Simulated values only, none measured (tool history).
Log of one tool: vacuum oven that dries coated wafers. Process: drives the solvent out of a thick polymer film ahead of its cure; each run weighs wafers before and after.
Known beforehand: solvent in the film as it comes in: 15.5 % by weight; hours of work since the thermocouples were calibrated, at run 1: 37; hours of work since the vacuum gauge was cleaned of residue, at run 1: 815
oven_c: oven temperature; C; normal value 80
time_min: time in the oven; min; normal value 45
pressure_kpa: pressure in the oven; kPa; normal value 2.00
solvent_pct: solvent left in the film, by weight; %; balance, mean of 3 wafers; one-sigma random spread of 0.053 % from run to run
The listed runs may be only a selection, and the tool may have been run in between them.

run,hour,oven_c,time_min,pressure_kpa,hours of work since the thermocouples were calibrated,hours of work since the vacuum gauge was cleaned of residue,solvent_pct
1,0.0,80,45,2.00,37,815,1.82
2,52.1,80,45,3.80,73,851,2.36
3,84.4,75,45,2.00,95,873,3.34
4,129.0,75,45,2.00,126,903,3.43
5,183.7,87,45,2.00,164,941,0.88
6,237.6,87,45,2.00,201,978,0.86
7,295.3,80,45,6.76,241,1018,3.35
8,368.1,80,45,2.00,291,1068,1.94
9,442.2,80,45,2.00,342,1119,1.99
10,475.8,80,45,2.00,365,1142,2.08
11,526.9,80,45,2.00,400,1177,2.05
12,573.4,80,45,2.00,432,1209,2.14
13,649.7,80,80,2.00,484,1262,1.00
14,716.8,80,80,2.00,530,1308,1.03
15,770.9,80,80,2.00,568,1345,1.04
16,827.9,80,45,1.18,607,1384,1.95
17,903.6,80,49,2.00,659,1436,2.05
18,958.3,80,50,2.00,697,1474,1.98
# hour 994.9: oven's thermocouples calibrated
19,1005.7,80,45,2.00,7,1505,1.94
20,1080.1,78,73,6.23,59,1556,2.65
21,1116.6,80,45,2.00,84,1582,2.03
22,1157.3,86,59,2.81,112,1610,0.85
23,1221.8,88,70,1.10,156,1654,0.41
24,1267.4,66,43,1.32,187,1685,6.81
25,1332.3,92,81,3.52,232,1730,0.79
26,1377.4,80,47,4.67,263,1761,2.81
27,1454.6,80,47,5.21,316,1814,2.88
28,1532.8,66,45,2.00,370,1868,6.96
29,1572.5,80,45,2.40,397,1895,2.38
30,1642.8,69,34,1.93,446,1944,7.08
31,1683.7,89,28,1.13,474,1972,1.34
32,1737.1,89,28,1.13,511,2008,1.33
33,1786.8,91,63,4.00,545,2043,1.02
34,1822.2,88,45,2.00,569,2067,0.85
35,1875.3,85,23,1.68,606,2103,3.12
# hour 1906.3: vacuum gauge cleaned of residue and calibrated
36,1937.8,66,42,7.40,648,22,8.91
37,1974.2,66,42,6.21,673,47,8.72
38,2021.6,74,45,1.68,705,79,3.95

Measured less the same run without the tool's hidden state. The same run-to-run variation is in both; the gauge's scatter may not be:
Hidden conditions of the tool in this case: true wafer temperature over the reading, C; true pressure over the reading, kPa; drift of the gauge itself on solvent_pct, %.
run,solvent_pct
1,+0.14
2,+0.17
3,+0.23
4,+0.27
5,+0.11
6,+0.12
7,+0.29
8,+0.29
9,+0.32
10,+0.33
11,+0.36
12,+0.38
13,+0.23
14,+0.24
15,+0.25
16,+0.47
17,+0.48
18,+0.50
19,+0.20
20,+0.23
21,+0.25
22,+0.14
23,+0.11
24,+0.44
25,+0.11
26,+0.37
27,+0.40
28,+0.59
29,+0.45
30,+0.63
31,+0.35
32,+0.36
33,+0.16
34,+0.25
35,+0.63
36,+0.64
37,+0.66
38,+0.66

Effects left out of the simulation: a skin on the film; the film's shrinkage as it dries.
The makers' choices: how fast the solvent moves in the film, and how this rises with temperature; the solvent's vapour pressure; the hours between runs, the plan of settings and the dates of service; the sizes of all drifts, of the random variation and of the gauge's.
